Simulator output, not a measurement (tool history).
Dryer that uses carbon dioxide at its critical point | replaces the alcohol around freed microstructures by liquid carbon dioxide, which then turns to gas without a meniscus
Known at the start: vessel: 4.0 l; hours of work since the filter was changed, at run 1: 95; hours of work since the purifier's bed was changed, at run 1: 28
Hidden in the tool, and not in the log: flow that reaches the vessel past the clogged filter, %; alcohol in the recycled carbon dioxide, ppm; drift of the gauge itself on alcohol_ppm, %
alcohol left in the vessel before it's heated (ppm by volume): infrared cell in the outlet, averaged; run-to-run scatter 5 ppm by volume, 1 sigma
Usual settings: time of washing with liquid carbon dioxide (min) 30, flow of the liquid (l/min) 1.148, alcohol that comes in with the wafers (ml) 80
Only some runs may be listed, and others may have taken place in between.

run,hour,time of washing with liquid carbon dioxide (min),flow of the liquid (l/min),alcohol that comes in with the wafers (ml),hours of work since the filter was changed,hours of work since the purifier's bed was changed,alcohol left in the vessel before it's heated (ppm by volume)
1,0,30,1.148,80,95,28,40
2,9.4,30,1.148,80,101,34,39
3,17.5,32,1.148,80,107,40,20
4,29.2,32,1.148,80,115,48,29
5,45.1,30,1.148,106,125,58,44
6,56.7,30,1.148,106,133,66,46
7,70.6,30,1.148,106,142,75,49
8,88.9,30,1.3,80,155,88,34
9,96.6,30,1.148,80,160,93,48
10,104.5,30,1.148,80,165,98,61
11,121.2,30,1.148,80,176,109,50
12,128.7,30,1.148,80,181,114,52
13,142.4,33,1.148,80,191,124,41
14,159.2,30,1.148,30,202,135,38
15,177,30,1.148,30,214,147,45
16,188.7,30,1.148,30,222,155,50
17,201.8,30,1.148,30,230,163,59
18,217,30,1.148,30,241,174,55
19,227.6,30,1.148,30,248,181,59
20,245.6,23,1.148,30,260,193,97
21,263.6,23,1.148,30,272,205,102
22,273.1,23,1.148,39,278,211,116
23,283.1,23,1.148,39,285,218,118
24,294.9,30,1.148,95,293,226,87
25,304.7,36,0.87,103,299,232,127
26,322.5,30,1.55,80,311,244,62
27,331.5,30,1.148,43,317,250,85
28,339.8,30,1.59,80,323,256,69
29,355.3,37,1.148,111,333,266,71
30,368.6,31,1.74,62,342,275,72
31,387,22,1.148,30,355,288,140
32,401.6,22,1.148,30,364,297,150
33,418.9,29,1.63,68,376,309,83
34,435.8,29,1.63,68,387,320,94
35,450.8,22,1.85,68,397,330,102
36,459.4,30,0.98,34,403,336,125
37,470.1,30,0.89,80,410,343,244
38,483.9,40,1.148,96,420,353,100
39,500.8,40,1.148,96,431,364,110
40,517.9,25,1.148,80,442,375,201
41,526.9,25,0.88,91,448,381,526
42,541.7,25,0.88,91,458,391,540
# hour 546.4: inlet filter changed
43,560.3,20,1.27,82,9,403,209
44,572.3,22,1.33,28,17,411,126
45,589.4,35,1.17,31,29,423,106
46,601.1,30,1.42,80,37,431,113

Predict each of these 4 candidate next runs independently; none follows another, all start after run 46:
A,618.1,41,1.11,22,48,442,?
B,618.1,22,0.9,91,48,442,?
C,618.1,26,1.9,45,48,442,?
D,618.1,31,1.93,74,48,442,?

run,alcohol left in the vessel before it's heated (ppm by volume)
A,114
B,529
C,122
D,117
With no hidden state in the tool, these same runs would have given:
run,alcohol left in the vessel before it's heated (ppm by volume)
A,2
B,393
C,8
D,6

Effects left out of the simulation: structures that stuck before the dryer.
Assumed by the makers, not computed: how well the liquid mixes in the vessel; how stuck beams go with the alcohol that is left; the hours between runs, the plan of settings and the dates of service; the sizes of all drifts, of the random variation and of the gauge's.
